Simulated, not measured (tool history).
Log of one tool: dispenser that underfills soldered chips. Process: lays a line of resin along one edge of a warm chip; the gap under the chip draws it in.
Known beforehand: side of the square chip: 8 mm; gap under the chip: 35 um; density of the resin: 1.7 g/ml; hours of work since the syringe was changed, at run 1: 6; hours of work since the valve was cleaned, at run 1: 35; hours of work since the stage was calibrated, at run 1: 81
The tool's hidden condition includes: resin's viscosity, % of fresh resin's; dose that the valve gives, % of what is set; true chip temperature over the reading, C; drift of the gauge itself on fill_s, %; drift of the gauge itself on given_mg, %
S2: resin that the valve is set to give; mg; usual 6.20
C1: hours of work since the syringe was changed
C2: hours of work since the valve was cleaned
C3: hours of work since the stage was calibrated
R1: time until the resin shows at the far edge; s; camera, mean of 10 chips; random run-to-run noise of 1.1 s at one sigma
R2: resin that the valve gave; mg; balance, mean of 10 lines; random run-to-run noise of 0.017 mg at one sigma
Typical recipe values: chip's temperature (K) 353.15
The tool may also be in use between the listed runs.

Run 1, hour 0.0: usual settings; C1 6; C2 35; C3 81. Result: R1 126.0 s, R2 6.15 mg.
At hour 4.4: new syringe of resin.
Run 2, hour 4.9: usual settings but S2 5.92 mg; C1 0; C2 39; C3 84. Result: R1 103.1 s, R2 5.85 mg.
Run 3, hour 7.7: usual settings; C1 2; C2 41; C3 86. Result: R1 111.4 s, R2 6.15 mg.
Run 4, hour 9.9: usual settings; C1 4; C2 43; C3 88. Result: R1 118.4 s, R2 6.13 mg.
Run 5, hour 14.4: usual settings; C1 8; C2 46; C3 92. Result: R1 135.6 s, R2 6.14 mg.
At hour 16.5: new syringe of resin.
Run 6, hour 18.0: usual settings but chip's temperature (K) 342.15; C1 1; C2 49; C3 94. Result: R1 158.1 s, R2 6.09 mg.
Run 7, hour 22.2: usual settings but chip's temperature (K) 342.15; C1 4; C2 52; C3 97. Result: R1 180.7 s, R2 6.09 mg.
At hour 24.0: dispensing valve cleaned and set on the balance.
Run 8, hour 26.2: usual settings but chip's temperature (K) 342.15; C1 7; C2 2; C3 100. Result: R1 201.1 s, R2 6.18 mg.
At hour 29.8: new syringe of resin.
Run 9, hour 29.9: usual settings but chip's temperature (K) 342.15; C1 0; C2 4; C3 102. Result: R1 150.1 s, R2 6.18 mg.
Run 10, hour 33.4: usual settings but chip's temperature (K) 342.15, S2 7.76 mg; C1 3; C2 7; C3 105. Result: R1 164.0 s, R2 7.74 mg.
Run 11, hour 38.1: usual settings but chip's temperature (K) 360.15, S2 7.76 mg; C1 6; C2 11; C3 109. Result: R1 100.8 s, R2 7.71 mg.
Run 12, hour 41.4: usual settings but chip's temperature (K) 360.15, S2 7.76 mg; C1 9; C2 13; C3 111. Result: R1 112.1 s, R2 7.72 mg.
At hour 42.1: new syringe of resin.
Run 13, hour 45.7: usual settings; C1 3; C2 16; C3 114. Result: R1 114.2 s, R2 6.16 mg.
Run 14, hour 48.6: usual settings but S2 5.70 mg; C1 5; C2 18; C3 116. Result: R1 124.1 s, R2 5.63 mg.
Run 15, hour 52.9: usual settings but S2 5.70 mg; C1 8; C2 22; C3 120. Result: R1 141.8 s, R2 5.66 mg.
At hour 54.3: new syringe of resin.
Run 16, hour 57.8: usual settings but chip's temperature (K) 354.15; C1 3; C2 25; C3 123. Result: R1 109.0 s, R2 6.17 mg.
Run 17, hour 61.1: usual settings but chip's temperature (K) 354.15; C1 5; C2 28; C3 126. Result: R1 121.4 s, R2 6.14 mg.
Run 18, hour 65.4: usual settings but chip's temperature (K) 354.15; C1 9; C2 31; C3 129. Result: R1 135.8 s, R2 6.13 mg.
At hour 66.4: new syringe of resin.
Run 19, hour 67.8: usual settings but chip's temperature (K) 354.15; C1 1; C2 33; C3 131. Result: R1 103.3 s, R2 6.13 mg.
Run 20, hour 71.6: usual settings but chip's temperature (K) 354.15; C1 4; C2 36; C3 134. Result: R1 114.2 s, R2 6.10 mg.
Run 21, hour 73.9: usual settings but chip's temperature (K) 356.15, S2 6.56 mg; C1 6; C2 37; C3 135. Result: R1 115.0 s, R2 6.45 mg.
Run 22, hour 78.0: usual settings but chip's temperature (K) 356.15, S2 6.56 mg; C1 9; C2 40; C3 138. Result: R1 127.7 s, R2 6.44 mg.
At hour 78.7: new syringe of resin.
Run 23, hour 82.0: usual settings but chip's temperature (K) 367.15, S2 6.94 mg; C1 3; C2 43; C3 141. Result: R1 69.9 s, R2 6.81 mg.
Run 24, hour 84.7: usual settings but chip's temperature (K) 347.15, S2 6.14 mg; C1 5; C2 45; C3 143. Result: R1 152.9 s, R2 6.03 mg.
Run 25, hour 86.7: usual settings but chip's temperature (K) 361.15, S2 7.07 mg; C1 6; C2 47; C3 145. Result: R1 98.4 s, R2 6.97 mg.
At hour 90.8: new syringe of resin.
Run 26, hour 90.8: usual settings but chip's temperature (K) 361.15, S2 7.07 mg; C1 0; C2 50; C3 148. Result: R1 76.5 s, R2 6.93 mg.
Run 27, hour 93.6: usual settings but chip's temperature (K) 346.15; C1 2; C2 52; C3 150. Result: R1 143.0 s, R2 6.06 mg.
At hour 95.2: dispensing valve cleaned and set on the balance.
Run 28, hour 97.7: usual settings but chip's temperature (K) 346.15; C1 5; C2 2; C3 152. Result: R1 153.1 s, R2 6.18 mg.
Run 29, hour 102.4: usual settings but chip's temperature (K) 346.15; C1 8; C2 5; C3 156. Result: R1 176.4 s, R2 6.21 mg.
At hour 103.9: new syringe of resin.
Run 30, hour 106.4: usual settings but chip's temperature (K) 343.15, S2 6.18 mg; C1 2; C2 8; C3 159. Result: R1 152.1 s, R2 6.16 mg.
Run 31, hour 108.9: usual settings but chip's temperature (K) 352.15, S2 5.48 mg; C1 4; C2 10; C3 161. Result: R1 122.9 s, R2 5.45 mg.
Run 32, hour 111.5: usual settings but S2 6.45 mg; C1 6; C2 12; C3 163. Result: R1 125.7 s, R2 6.45 mg.
At hour 115.9: new syringe of resin.
Run 33, hour 116.0: usual settings but S2 6.45 mg; C1 0; C2 15; C3 166. Result: R1 99.7 s, R2 6.39 mg.
Run 34, hour 119.2: usual settings but S2 6.45 mg; C1 3; C2 18; C3 168. Result: R1 109.8 s, R2 6.38 mg.
Run 35, hour 123.0: usual settings but chip's temperature (K) 368.15, S2 5.74 mg; C1 5; C2 21; C3 171. Result: R1 75.4 s, R2 5.67 mg.
Run 36, hour 126.6: usual settings but chip's temperature (K) 350.15, S2 5.74 mg; C1 8; C2 24; C3 174. Result: R1 152.4 s, R2 5.69 mg.
At hour 128.2: new syringe of resin.
Run 37, hour 131.7: usual settings but chip's temperature (K) 358.15, S2 5.73 mg; C1 3; C2 27; C3 178. Result: R1 92.9 s, R2 5.68 mg.

Measured minus without-hidden-state, run by run (identical run-to-run variation in each term; gauge scatter may differ):
run     R1     R2
  1  +23.8  -0.06
  2   -1.5  -0.06
  3   +7.0  -0.07
  4  +14.3  -0.07
  5  +31.2  -0.08
  6   +2.1  -0.08
  7  +23.4  -0.09
  8  +40.4  -0.02
  9   -4.1  -0.02
 10  +11.6  -0.04
 11  +19.5  -0.05
 12  +29.9  -0.05
 13   +9.0  -0.05
 14  +19.1  -0.05
 15  +35.9  -0.06
 16   +8.5  -0.07
 17  +19.5  -0.07
 18  +35.3  -0.08
 19   +2.1  -0.08
 20  +14.0  -0.08
 21  +20.6  -0.09
 22  +34.7  -0.10
 23   +5.0  -0.12
 24  +21.4  -0.10
 25  +18.7  -0.12
 26   -1.9  -0.13
 27   +7.7  -0.12
 28  +20.4  -0.01
 29  +43.1  -0.01
 30   +4.8  -0.03
 31  +12.6  -0.02
 32  +21.0  -0.04
 33   -4.4  -0.03
 34   +5.3  -0.05
 35  +11.4  -0.04
 36  +35.3  -0.05
 37   +6.1  -0.05
